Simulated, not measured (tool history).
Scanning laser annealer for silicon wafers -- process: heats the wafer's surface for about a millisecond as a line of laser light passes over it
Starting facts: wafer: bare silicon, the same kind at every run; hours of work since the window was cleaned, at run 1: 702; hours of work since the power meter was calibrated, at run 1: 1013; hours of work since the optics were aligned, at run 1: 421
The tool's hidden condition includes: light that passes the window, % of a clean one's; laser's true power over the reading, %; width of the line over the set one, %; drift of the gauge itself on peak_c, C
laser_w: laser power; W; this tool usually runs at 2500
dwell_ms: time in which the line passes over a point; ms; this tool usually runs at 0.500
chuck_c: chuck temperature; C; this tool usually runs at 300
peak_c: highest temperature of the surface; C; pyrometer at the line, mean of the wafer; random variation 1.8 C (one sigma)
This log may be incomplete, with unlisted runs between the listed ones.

| run | hour | laser_w | dwell_ms | chuck_c | hours of work since the window was cleaned | hours of work since the power meter was calibrated | hours of work since the optics were aligned | peak_c |
|---|---|---|---|---|---|---|---|---|
| 1 | 0.0 | 2500 | 0.500 | 300 | 702 | 1013 | 421 | 1014 |
| 2 | 39.1 | 2500 | 0.500 | 300 | 723 | 1033 | 442 | 1014 |
| 3 | 76.9 | 2500 | 0.500 | 300 | 743 | 1053 | 462 | 1012 |
| 4 | 101.5 | 2500 | 0.500 | 300 | 756 | 1066 | 475 | 1013 |
| 5 | 136.6 | 2500 | 0.500 | 300 | 774 | 1084 | 493 | 1009 |
| 6 | 175.2 | 2500 | 0.500 | 300 | 794 | 1105 | 513 | 1012 |
| 7 | 209.5 | 2500 | 0.500 | 300 | 812 | 1123 | 531 | 1008 |
|  | 214.2 | window over the wafer cleaned |
| 8 | 243.5 | 2255 | 0.500 | 294 | 15 | 1140 | 548 | 921 |
| 9 | 265.1 | 2557 | 0.510 | 294 | 27 | 1151 | 560 | 1019 |
| 10 | 308.1 | 2350 | 0.440 | 328 | 49 | 1174 | 582 | 933 |
| 11 | 353.8 | 2500 | 0.372 | 300 | 73 | 1198 | 606 | 886 |
| 12 | 400.9 | 2500 | 0.372 | 300 | 98 | 1222 | 631 | 884 |
| 13 | 430.3 | 2210 | 0.546 | 300 | 114 | 1238 | 647 | 941 |
| 14 | 453.9 | 2500 | 0.553 | 302 | 126 | 1250 | 659 | 1037 |

Predict each of these 3 candidate next runs independently; none follows another, all start after run 14:
|  | 475.9 | window over the wafer cleaned, once more |
| A | 493.3 | 2444 | 0.458 | 302 | 9 | 1270 | 679 | ? |
|  | 475.9 | window over the wafer cleaned, once more |
| B | 493.3 | 2500 | 0.409 | 317 | 9 | 1270 | 679 | ? |
|  | 475.9 | window over the wafer cleaned, once more |
| C | 493.3 | 2567 | 0.500 | 316 | 9 | 1270 | 679 | ? |

| run | peak_c |
|---|---|
| A | 994 |
| B | 975 |
| C | 1081 |
What these runs would have given with no unlogged condition in the tool:
| run | peak_c |
|---|---|
| A | 1006 |
| B | 986 |
| C | 1094 |
